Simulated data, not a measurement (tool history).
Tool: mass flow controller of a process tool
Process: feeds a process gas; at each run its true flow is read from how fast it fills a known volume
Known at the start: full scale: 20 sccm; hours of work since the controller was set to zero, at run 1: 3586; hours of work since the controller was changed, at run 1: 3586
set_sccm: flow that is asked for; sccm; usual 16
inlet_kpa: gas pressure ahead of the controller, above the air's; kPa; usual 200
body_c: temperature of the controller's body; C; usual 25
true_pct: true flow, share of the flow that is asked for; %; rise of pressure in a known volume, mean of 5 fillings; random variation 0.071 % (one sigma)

run	hour	set_sccm	inlet_kpa	body_c	hours of work since the controller was set to zero	hours of work since the controller was changed	true_pct
1	0.0	16	200	25	3586	3586	99.48
2	62.5	16	198	25	3628	3628	99.58
3	161.9	16	198	25	3695	3695	99.70
4	258.5	16	198	25	3761	3761	99.75
5	376.6	16	157	25	3841	3841	99.91
6	508.0	16	157	25	3930	3930	100.05
7	595.7	16	157	25	3990	3990	100.03
8	722.2	16	200	25	4076	4076	100.11
9	809.6	16	200	25	4135	4135	100.01
10	877.6	16	200	33	4181	4181	100.73
11	1009.4	16	200	33	4271	4271	100.79
12	1118.9	16	200	33	4345	4345	100.84
13	1203.4	16	200	33	4403	4403	101.07
14	1273.9	16	200	33	4451	4451	101.01
15	1401.5	16	200	25	4537	4537	100.66
16	1508.3	16	200	25	4610	4610	100.69
17	1601.0	16	222	25	4673	4673	100.71
18	1741.3	16	222	29	4768	4768	101.01
19	1826.5	16	200	27	4826	4826	100.98
20	1918.7	16	200	27	4888	4888	101.15
21	2022.3	16	200	27	4959	4959	101.34
22	2136.3	16	200	27	5036	5036	101.26
23	2199.2	16	218	25	5079	5079	101.18
24	2301.5	16	218	25	5148	5148	101.26
# hour 2406.0: gauge calibrated
25	2419.7	16	218	25	5229	5229	99.49
26	2559.8	3	158	25	5324	5324	98.14
# hour 2594.5: controller's zero set anew
27	2642.0	3	158	25	32	5379	98.26
28	2790.9	3	158	25	133	5480	98.25
29	2866.1	3	158	25	184	5531	98.39
30	2939.4	16	175	31	234	5581	100.34
31	3046.1	5	200	33	307	5654	99.13
32	3160.6	5	200	33	384	5731	99.21
33	3310.6	16	211	25	486	5833	100.14
34	3395.4	19	266	34	544	5891	101.18
35	3535.5	9	200	33	639	5986	99.99
36	3642.0	9	200	33	711	6058	100.10
37	3784.7	3	200	25	808	6155	99.09
38	3891.7	2	159	25	881	6228	99.11
39	4020.6	3	174	25	968	6315	99.20
# hour 4035.5: gauge calibrated
40	4157.4	3	200	23	1061	6408	97.83
41	4282.9	14	141	29	1146	6493	99.84
42	4343.8	3	200	26	1188	6535	98.24
43	4485.5	4	200	25	1284	6631	98.44
44	4618.4	7	143	25	1374	6721	99.00
45	4691.2	7	143	25	1424	6771	98.96
46	4823.4	10	230	35	1513	6860	100.02
47	4957.9	16	193	24	1605	6952	100.21
48	5042.7	8	161	25	1662	7009	99.43
49	5125.4	6	273	25	1719	7065	99.12

The same runs without the tool's hidden state, with the same run-to-run variation:
The hidden state here: flow at rest that the sensor doesn't see, % of full scale; true flow over the shown one, %; drift of the gauge itself on true_pct, %.
run	true_pct
1	99.48
2	99.53
3	99.58
4	99.55
5	99.61
6	99.66
7	99.57
8	99.55
9	99.39
10	100.05
11	100.01
12	99.97
13	100.14
14	100.02
15	99.58
16	99.53
17	99.48
18	99.66
19	99.57
20	99.67
21	99.78
22	99.61
23	99.48
24	99.49
25	99.48
26	97.97
27	98.09
28	97.97
29	98.05
30	99.94
31	98.65
32	98.64
33	99.46
34	100.42
35	99.13
36	99.16
37	98.05
38	97.98
39	97.98
40	97.74
41	99.66
42	98.00
43	98.10
44	98.56
45	98.47
46	99.42
47	99.51
48	98.66
49	98.29

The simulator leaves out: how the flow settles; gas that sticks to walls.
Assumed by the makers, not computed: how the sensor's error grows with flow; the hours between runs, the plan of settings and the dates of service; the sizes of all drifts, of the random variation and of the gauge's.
